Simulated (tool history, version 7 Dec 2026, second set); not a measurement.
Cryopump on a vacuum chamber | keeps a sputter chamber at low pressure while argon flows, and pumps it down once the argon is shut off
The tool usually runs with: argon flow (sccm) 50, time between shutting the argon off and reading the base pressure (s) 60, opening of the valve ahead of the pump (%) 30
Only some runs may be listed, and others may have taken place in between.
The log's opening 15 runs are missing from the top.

| run | hour | argon flow (sccm) | time between shutting the argon off and reading the base pressure (s) | opening of the valve ahead of the pump (%) | pressure while argon flows (Pa) | pressure after the wait (uPa) |
|---|---|---|---|---|---|---|
|  | 357.4 | pump warmed up, emptied and cooled again |
| 16 | 378.0 | 32 | 60 | 30 | 0.1043 | 1.61 |
| 17 | 396.2 | 50 | 60 | 40 | 0.1249 | 1.62 |
| 18 | 411.6 | 50 | 60 | 40 | 0.1246 | 1.66 |
| 19 | 430.4 | 50 | 178 | 18 | 0.2733 | 0.77 |
| 20 | 461.4 | 50 | 236 | 49 | 0.1015 | 0.71 |
| 21 | 484.2 | 49 | 40 | 35 | 0.1398 | 2.32 |
| 22 | 512.5 | 91 | 122 | 39 | 0.2366 | 1.02 |
| 23 | 534.2 | 91 | 122 | 39 | 0.2364 | 1.02 |
| 24 | 563.4 | 91 | 122 | 39 | 0.2385 | 1.04 |
| 25 | 582.6 | 24 | 122 | 24 | 0.1008 | 1.04 |
| 26 | 605.6 | 24 | 122 | 24 | 0.1008 | 1.01 |
| 27 | 634.9 | 45 | 60 | 31 | 0.1492 | 1.77 |
| 28 | 653.9 | 50 | 21 | 39 | 0.1330 | 4.07 |
| 29 | 688.4 | 50 | 57 | 15 | 0.3351 | 1.81 |
| 30 | 721.0 | 45 | 60 | 26 | 0.1776 | 1.72 |
| 31 | 756.0 | 45 | 60 | 26 | 0.1793 | 1.74 |
| 32 | 775.8 | 45 | 60 | 26 | 0.1802 | 1.79 |
| 33 | 791.7 | 50 | 264 | 29 | 0.1819 | 0.76 |

4 options for the next run, each taken on its own from the tool as it stands now. Forecast them:
| A | 823.6 | 39 | 33 | 23 | ? | ? |
| B | 823.6 | 50 | 240 | 37 | ? | ? |
| C | 823.6 | 23 | 159 | 43 | ? | ? |
| D | 823.6 | 31 | 55 | 24 | ? | ? |

| run | pressure while argon flows (Pa) | pressure after the wait (uPa) |
|---|---|---|
| A | 0.1758 | 2.86 |
| B | 0.1450 | 0.81 |
| C | 0.0579 | 0.97 |
| D | 0.1344 | 1.87 |
Without the tool's hidden state the same runs would have given:
| run | pressure while argon flows (Pa) | pressure after the wait (uPa) |
|---|---|---|
| A | 0.1656 | 2.53 |
| B | 0.1321 | 0.48 |
| C | 0.0519 | 0.64 |
| D | 0.1263 | 1.54 |

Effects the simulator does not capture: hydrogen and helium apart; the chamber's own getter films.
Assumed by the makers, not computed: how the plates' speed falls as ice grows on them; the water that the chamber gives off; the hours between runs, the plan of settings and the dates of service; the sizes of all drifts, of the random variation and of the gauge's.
